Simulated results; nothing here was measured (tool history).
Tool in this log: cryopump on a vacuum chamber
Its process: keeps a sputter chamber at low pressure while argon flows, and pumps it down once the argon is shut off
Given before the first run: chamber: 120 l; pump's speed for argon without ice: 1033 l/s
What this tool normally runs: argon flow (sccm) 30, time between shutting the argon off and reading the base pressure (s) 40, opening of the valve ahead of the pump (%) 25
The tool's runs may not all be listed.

run	hour	argon flow (sccm)	time between shutting the argon off and reading the base pressure (s)	opening of the valve ahead of the pump (%)	pressure while argon flows (Pa)	pressure after the wait (uPa)
1	0	30	40	25	0.2108	2.58
2	13.1	30	40	28	0.1888	2.57
3	31.1	30	40	28	0.1889	2.69
4	44	30	40	28	0.1913	2.71
5	64.2	30	40	28	0.1898	2.61
6	79.7	30	40	28	0.1924	2.67
7	100.5	30	40	25	0.2131	2.7
8	114.4	30	115	25	0.2134	1.47
9	134.3	30	89	25	0.2155	1.74
10	151.7	30	89	25	0.2139	1.69
11	165.4	30	89	25	0.2145	1.77
12	186.7	30	89	25	0.2166	1.76
13	197.4	30	89	25	0.2154	1.79
# hour 208.3: pump warmed up, emptied and cooled again
14	222.5	30	89	25	0.1966	1.51
15	238.3	19	70	16	0.1937	1.74
16	249.5	13	274	58	0.0375	0.94
17	267.6	21	211	54	0.0653	1.05
18	288.5	21	211	54	0.0658	1.1
19	299.2	15	40	58	0.0434	2.49
20	314.9	15	40	58	0.0445	2.54
21	328.4	18	38	43	0.0701	2.61
22	339.4	32	40	21	0.2537	2.47
23	352.8	32	40	21	0.2539	2.46
24	364.5	32	196	21	0.2553	1.17
25	383	55	42	51	0.184	2.5
26	401.5	44	38	51	0.1472	2.62
27	416.2	44	38	51	0.1485	2.55

Predict each of these 3 candidate next runs independently; none follows another, all start after run 27:
A	430.6	17	72	17	?	?
B	430.6	30	40	35	?	?
C	430.6	24	69	51	?	?

run	pressure while argon flows (Pa)	pressure after the wait (uPa)
A	0.1659	1.79
B	0.1466	2.54
C	0.0814	1.8
The same runs, with their run-to-run variation unchanged, on a tool lacking any hidden condition would have given:
run	pressure while argon flows (Pa)	pressure after the wait (uPa)
A	0.1631	1.25
B	0.1416	2.01
C	0.0774	1.26

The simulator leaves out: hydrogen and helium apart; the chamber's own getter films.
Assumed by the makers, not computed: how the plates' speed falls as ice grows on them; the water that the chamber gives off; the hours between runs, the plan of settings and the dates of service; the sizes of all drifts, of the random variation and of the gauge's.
